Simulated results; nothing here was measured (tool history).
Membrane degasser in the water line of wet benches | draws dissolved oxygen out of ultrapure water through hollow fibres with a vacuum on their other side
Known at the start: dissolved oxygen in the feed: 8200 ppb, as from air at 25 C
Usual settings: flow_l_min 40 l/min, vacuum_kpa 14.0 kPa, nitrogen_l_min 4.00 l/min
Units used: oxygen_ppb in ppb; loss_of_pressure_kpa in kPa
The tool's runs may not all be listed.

run	day	flow_l_min	vacuum_kpa	nitrogen_l_min	oxygen_ppb	loss_of_pressure_kpa
1	0.000	40	14.0	4.00	536.4	37.24
2	2.033	40	14.0	4.68	504.0	37.29
3	5.400	40	14.0	4.68	505.2	36.84
4	8.204	40	14.0	4.68	501.8	37.33
5	11.062	40	14.0	4.00	529.1	37.21
6	13.167	40	14.0	4.00	540.7	36.97
7	14.892	40	14.0	4.00	532.0	36.86
8	17.096	40	14.0	4.00	533.2	37.00
9	20.892	40	14.0	4.00	533.1	36.92
10	24.150	40	17.3	4.00	602.1	37.12
11	28.029	40	17.3	4.00	602.3	36.86
12	29.942	40	29.6	4.00	837.4	36.96
13	31.917	40	29.6	4.00	838.9	36.88
14	34.338	40	29.6	4.00	844.1	36.98
15	38.242	40	29.6	4.00	854.6	36.89
16	41.496	40	29.6	4.00	842.3	36.80
17	44.117	40	13.2	8.97	401.4	36.97
18	46.425	27	27.4	1.85	861.0	24.83
19	49.508	27	27.4	2.85	622.6	24.73
# day 50.375: seals of the vacuum lines changed
20	51.542	40	10.6	4.00	465.8	36.56
21	53.900	53	10.6	4.00	694.1	48.40
22	56.617	40	22.8	4.00	713.3	36.73
23	58.804	61	13.0	1.91	1153.6	55.74
24	62.338	61	11.6	9.32	730.0	55.59
25	64.821	50	9.2	2.49	688.4	45.73
# day 66.346: gauge calibrated
26	67.475	35	15.5	9.20	341.3	32.56
27	69.167	40	14.0	5.22	486.9	37.17
28	71.725	40	20.3	2.22	893.7	37.12
29	74.454	40	20.3	2.22	910.6	37.34
30	76.358	40	20.3	2.22	901.4	37.17
31	79.104	40	20.3	2.22	900.3	37.05
32	82.267	37	11.9	4.00	434.5	34.37

Alternative continuations, all from the tool just after run 32; predict every row:
A	84.571	24	27.3	9.63	?	?
B	84.571	34	27.4	1.70	?	?
C	84.571	41	21.3	2.16	?	?

run	oxygen_ppb	loss_of_pressure_kpa
A	242.3	22.19
B	1147.1	31.47
C	978.4	37.80
With the hidden condition removed and each run's random variation left untouched, the same runs would have given:
run	oxygen_ppb	loss_of_pressure_kpa
A	242.2	22.31
B	1146.9	31.64
C	978.1	38.01
